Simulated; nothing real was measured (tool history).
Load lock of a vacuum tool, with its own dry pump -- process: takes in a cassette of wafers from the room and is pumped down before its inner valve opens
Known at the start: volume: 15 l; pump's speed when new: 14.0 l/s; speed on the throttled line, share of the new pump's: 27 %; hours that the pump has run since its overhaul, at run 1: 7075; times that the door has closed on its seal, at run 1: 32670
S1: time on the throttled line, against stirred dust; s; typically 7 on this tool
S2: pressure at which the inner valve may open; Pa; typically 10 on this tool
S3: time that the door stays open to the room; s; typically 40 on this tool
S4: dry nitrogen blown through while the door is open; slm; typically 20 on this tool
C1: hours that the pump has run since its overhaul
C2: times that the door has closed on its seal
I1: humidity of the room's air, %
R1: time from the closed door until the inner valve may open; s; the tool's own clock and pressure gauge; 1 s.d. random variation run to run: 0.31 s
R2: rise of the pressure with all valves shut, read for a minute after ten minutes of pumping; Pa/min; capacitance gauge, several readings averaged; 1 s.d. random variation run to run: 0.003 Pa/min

{"run": 1, "hour": 0.0, "S1": 7, "S2": 10, "S3": 40, "S4": 20, "C1": 7075, "C2": 32670, "I1": 41.1, "R1": 16.1, "R2": 0.382}
{"run": 2, "hour": 82.2, "S1": 7, "S2": 10, "S3": 40, "S4": 20, "C1": 7157, "C2": 32960, "I1": 46, "R1": 16.1, "R2": 0.395}
{"run": 3, "hour": 256.0, "S1": 7, "S2": 10, "S3": 40, "S4": 15, "C1": 7331, "C2": 33572, "I1": 45.4, "R1": 16.5, "R2": 0.42}
{"run": 4, "hour": 368.6, "S1": 7, "S2": 10, "S3": 40, "S4": 20, "C1": 7443, "C2": 33968, "I1": 45.2, "R1": 16.4, "R2": 0.41}
{"run": 5, "hour": 542.4, "S1": 7, "S2": 10, "S3": 40, "S4": 20, "C1": 7617, "C2": 34580, "I1": 45.2, "R1": 15.9, "R2": 0.434}
{"run": 6, "hour": 718.0, "S1": 7, "S2": 10, "S3": 40, "S4": 20, "C1": 7793, "C2": 35198, "I1": 45.1, "R1": 16.4, "R2": 0.437}
{"run": 7, "hour": 877.3, "S1": 7, "S2": 10, "S3": 40, "S4": 20, "C1": 7952, "C2": 35759, "I1": 40.3, "R1": 16.2, "R2": 0.451}
{"run": 8, "hour": 956.2, "S1": 7, "S2": 10, "S3": 40, "S4": 12, "C1": 8031, "C2": 36037, "I1": 43.6, "R1": 16.7, "R2": 0.457}
{"run": 9, "hour": 1101.0, "S1": 7, "S2": 10, "S3": 40, "S4": 12, "C1": 8176, "C2": 36547, "I1": 47.7, "R1": 16.1, "R2": 0.48}
{"run": 10, "hour": 1280.1, "S1": 7, "S2": 10, "S3": 40, "S4": 10, "C1": 8355, "C2": 37177, "I1": 45.7, "R1": 16.5, "R2": 0.485}
{"run": 11, "hour": 1404.5, "S1": 7, "S2": 10, "S3": 40, "S4": 20, "C1": 8479, "C2": 37616, "I1": 44.4, "R1": 16.3, "R2": 0.487}
{"run": 12, "hour": 1529.0, "S1": 5, "S2": 10, "S3": 40, "S4": 20, "C1": 8604, "C2": 38054, "I1": 43.2, "R1": 14.8, "R2": 0.487}
{"run": 13, "hour": 1707.6, "S1": 5, "S2": 10, "S3": 40, "S4": 20, "C1": 8782, "C2": 38683, "I1": 44.4, "R1": 14.7, "R2": 0.509}
{"run": 14, "hour": 1877.5, "S1": 5, "S2": 10, "S3": 40, "S4": 20, "C1": 8952, "C2": 39281, "I1": 45.2, "R1": 15.3, "R2": 0.522}
{"run": 15, "hour": 1996.4, "S1": 5, "S2": 10, "S3": 40, "S4": 20, "C1": 9071, "C2": 39700, "I1": 44.4, "R1": 14.8, "R2": 0.526}
{"run": 16, "hour": 2091.5, "S1": 7, "S2": 18, "S3": 40, "S4": 20, "C1": 9166, "C2": 40034, "I1": 44.7, "R1": 15.5, "R2": 0.541}
{"run": 17, "hour": 2199.6, "S1": 7, "S2": 18, "S3": 40, "S4": 20, "C1": 9274, "C2": 40415, "I1": 44.8, "R1": 15.1, "R2": 0.547}
{"run": 18, "hour": 2299.2, "S1": 7, "S2": 18, "S3": 40, "S4": 20, "C1": 9374, "C2": 40765, "I1": 44.8, "R1": 15.8, "R2": 0.555}
{"run": 19, "hour": 2470.7, "S1": 7, "S2": 18, "S3": 40, "S4": 20, "C1": 9545, "C2": 41370, "I1": 46.8, "R1": 15.4, "R2": 0.577}
{"hour": 2553.2, "done": "door's seal changed, seat wiped"}
{"run": 20, "hour": 2580.6, "S1": 13, "S2": 10, "S3": 40, "S4": 20, "C1": 9654, "C2": 96, "I1": 48, "R1": 20.3, "R2": 0.037}
{"run": 21, "hour": 2686.2, "S1": 10, "S2": 9, "S3": 27, "S4": 10, "C1": 9759, "C2": 468, "I1": 45.5, "R1": 18.8, "R2": 0.047}
{"run": 22, "hour": 2857.1, "S1": 8, "S2": 18, "S3": 194, "S4": 42, "C1": 9930, "C2": 1069, "I1": 46.7, "R1": 16.3, "R2": 0.043}
{"run": 23, "hour": 3034.4, "S1": 8, "S2": 11, "S3": 194, "S4": 12, "C1": 10108, "C2": 1694, "I1": 45.7, "R1": 17.3, "R2": 0.084}
{"run": 24, "hour": 3172.8, "S1": 6, "S2": 10, "S3": 130, "S4": 5, "C1": 10246, "C2": 2181, "I1": 46.5, "R1": 16, "R2": 0.107}
{"run": 25, "hour": 3246.4, "S1": 7, "S2": 9, "S3": 236, "S4": 14, "C1": 10320, "C2": 2440, "I1": 41.8, "R1": 17, "R2": 0.084}
{"run": 26, "hour": 3374.7, "S1": 7, "S2": 9, "S3": 236, "S4": 14, "C1": 10448, "C2": 2892, "I1": 44, "R1": 16.7, "R2": 0.086}
{"run": 27, "hour": 3551.5, "S1": 7, "S2": 20, "S3": 40, "S4": 19, "C1": 10625, "C2": 3514, "I1": 48.4, "R1": 16, "R2": 0.052}
{"run": 28, "hour": 3727.9, "S1": 7, "S2": 10, "S3": 40, "S4": 4, "C1": 10801, "C2": 4136, "I1": 47, "R1": 16.8, "R2": 0.085}
{"run": 29, "hour": 3889.9, "S1": 7, "S2": 12, "S3": 40, "S4": 16, "C1": 10963, "C2": 4706, "I1": 47.2, "R1": 16.3, "R2": 0.06}
{"run": 30, "hour": 4020.0, "S1": 7, "S2": 12, "S3": 40, "S4": 16, "C1": 11093, "C2": 5164, "I1": 46.9, "R1": 16.7, "R2": 0.059}
{"run": 31, "hour": 4129.5, "S1": 7, "S2": 12, "S3": 40, "S4": 16, "C1": 11203, "C2": 5550, "I1": 42.4, "R1": 17.1, "R2": 0.065}
{"run": 32, "hour": 4222.8, "S1": 7, "S2": 12, "S3": 40, "S4": 16, "C1": 11296, "C2": 5878, "I1": 43.8, "R1": 17, "R2": 0.065}
{"run": 33, "hour": 4325.4, "S1": 7, "S2": 12, "S3": 121, "S4": 16, "C1": 11399, "C2": 6239, "I1": 44.1, "R1": 16.5, "R2": 0.082}
{"run": 34, "hour": 4418.7, "S1": 7, "S2": 12, "S3": 121, "S4": 16, "C1": 11492, "C2": 6568, "I1": 45.1, "R1": 16.8, "R2": 0.087}
{"run": 35, "hour": 4497.1, "S1": 11, "S2": 17, "S3": 41, "S4": 9, "C1": 11570, "C2": 6844, "I1": 45.9, "R1": 18.6, "R2": 0.084}
{"run": 36, "hour": 4623.5, "S1": 11, "S2": 17, "S3": 41, "S4": 9, "C1": 11697, "C2": 7289, "I1": 42.9, "R1": 18.8, "R2": 0.084}
{"run": 37, "hour": 4793.8, "S1": 7, "S2": 14, "S3": 40, "S4": 20, "C1": 11867, "C2": 7888, "I1": 46, "R1": 16.9, "R2": 0.076}

Hidden state or all else? Some run-to-run changes of R1, split into what the settings, what came in and random variation would give without the hidden state, and what is left for the hidden state (with any gauge scatter that isn't in both results):
The tool's hidden condition here consists of: pump's speed, % of a new pump's; leak at the door's seal, Pa l/s; drift of the gauge itself on ready_s, %; drift of the gauge itself on rise_pa_min, %.
Run 11 -> 12: S1 7 -> 5. R1 -1.5 s: hidden state +0.2, all else -1.7.
Run 19 -> 20: S1 7 -> 13, S2 18 -> 10, door's seal changed, seat wiped. R1 +4.9 s: hidden state -0.2, all else +5.1.
Run 21 -> 22: S1 10 -> 8, S2 9 -> 18, S3 27 -> 194, S4 10 -> 42. R1 -2.5 s: hidden state -0.1, all else -2.4.
Run 34 -> 35: S1 7 -> 11, S2 12 -> 17, S3 121 -> 41, S4 16 -> 9. R1 +1.8 s: hidden state -0.4, all else +2.2.
Run 36 -> 37: S1 11 -> 7, S2 17 -> 14, S3 41 -> 40, S4 9 -> 20. R1 -1.9 s: hidden state +0.3, all else -2.2.
